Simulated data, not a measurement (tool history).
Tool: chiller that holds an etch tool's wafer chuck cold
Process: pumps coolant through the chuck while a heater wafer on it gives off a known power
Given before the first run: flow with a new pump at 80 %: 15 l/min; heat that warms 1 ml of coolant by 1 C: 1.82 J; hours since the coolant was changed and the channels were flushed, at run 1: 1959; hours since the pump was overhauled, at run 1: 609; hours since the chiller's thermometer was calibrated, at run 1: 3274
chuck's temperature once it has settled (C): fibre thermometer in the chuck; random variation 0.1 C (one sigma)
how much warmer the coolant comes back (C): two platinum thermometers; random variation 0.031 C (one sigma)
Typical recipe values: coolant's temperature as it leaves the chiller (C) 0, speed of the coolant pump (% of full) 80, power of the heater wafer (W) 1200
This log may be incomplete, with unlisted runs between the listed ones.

run   hour  coolant's temperature as it leaves the chiller (C)  speed of the coolant pump (% of full)  power of the heater wafer (W)  hours since the coolant was changed and the channels were flushed  hours since the pump was overhauled  hours since the chiller's thermometer was calibrated  chuck's temperature once it has settled (C)  how much warmer the coolant comes back (C)
  1      0                                                   0                                     80                           1200                                                               1959                                  609                                                  3274                                          7.8                                        2.64
  2   36.3                                                   0                                     96                           1200                                                               1995                                  645                                                  3311                                          7.1                                        2.18
  3   78.8                                                   0                                     66                           1200                                                               2037                                  688                                                  3353                                          8.6                                        3.17
  4  117.5                                                   0                                     66                           1200                                                               2076                                  727                                                  3392                                          8.7                                        3.22
  5  146.6                                                   0                                     66                           1200                                                               2105                                  756                                                  3421                                          8.6                                        3.26
  6  174.6                                                   0                                     66                           1200                                                               2133                                  784                                                  3449                                          8.7                                        3.27
  7    201                                                   0                                     66                           1200                                                               2160                                  810                                                  3475                                          8.6                                        3.28
  8    230                                                   5                                     72                           1073                                                               2189                                  839                                                  3504                                         12.6                                        2.58
  9  265.7                                                   3                                     83                           1200                                                               2224                                  875                                                  3540                                         10.6                                        2.56
 10  306.9                                                  -4                                     91                            616                                                               2265                                  916                                                  3581                                         -0.2                                        1.17
 11    327                                                   2                                     91                           1200                                                               2286                                  936                                                  3601                                          9.3                                        2.31
 12  362.2                                                   2                                     91                           1200                                                               2321                                  971                                                  3636                                          9.4                                        2.36

Forecast each of these 5 alternatives for the next run:
  A  384.7                                                   5                                     91                           1200                                                               2343                                  994                                                  3659                                            ?                                           ?
  B  384.7                                                   0                                     80                           1200                                                               2343                                  994                                                  3659                                            ?                                           ?
  C  384.7                                                   0                                     71                           1311                                                               2343                                  994                                                  3659                                            ?                                           ?
  D  384.7                                                   2                                     91                           1400                                                               2343                                  994                                                  3659                                            ?                                           ?
  E  384.7                                                   2                                     73                           1200                                                               2343                                  994                                                  3659                                            ?                                           ?

run  chuck's temperature once it has settled (C)  how much warmer the coolant comes back (C)
  A                                         12.5                                        2.34
  B                                          7.8                                        2.66
  C                                          9.2                                        3.35
  D                                         10.4                                        2.77
  E                                         10.3                                        2.95
Stripped of hidden state, with their random variation kept, the same runs would have yielded:
run  chuck's temperature once it has settled (C)  how much warmer the coolant comes back (C)
  A                                         11.9                                         2.3
  B                                          7.2                                        2.61
  C                                          8.6                                         3.3
  D                                          9.8                                        2.72
  E                                          9.7                                         2.9

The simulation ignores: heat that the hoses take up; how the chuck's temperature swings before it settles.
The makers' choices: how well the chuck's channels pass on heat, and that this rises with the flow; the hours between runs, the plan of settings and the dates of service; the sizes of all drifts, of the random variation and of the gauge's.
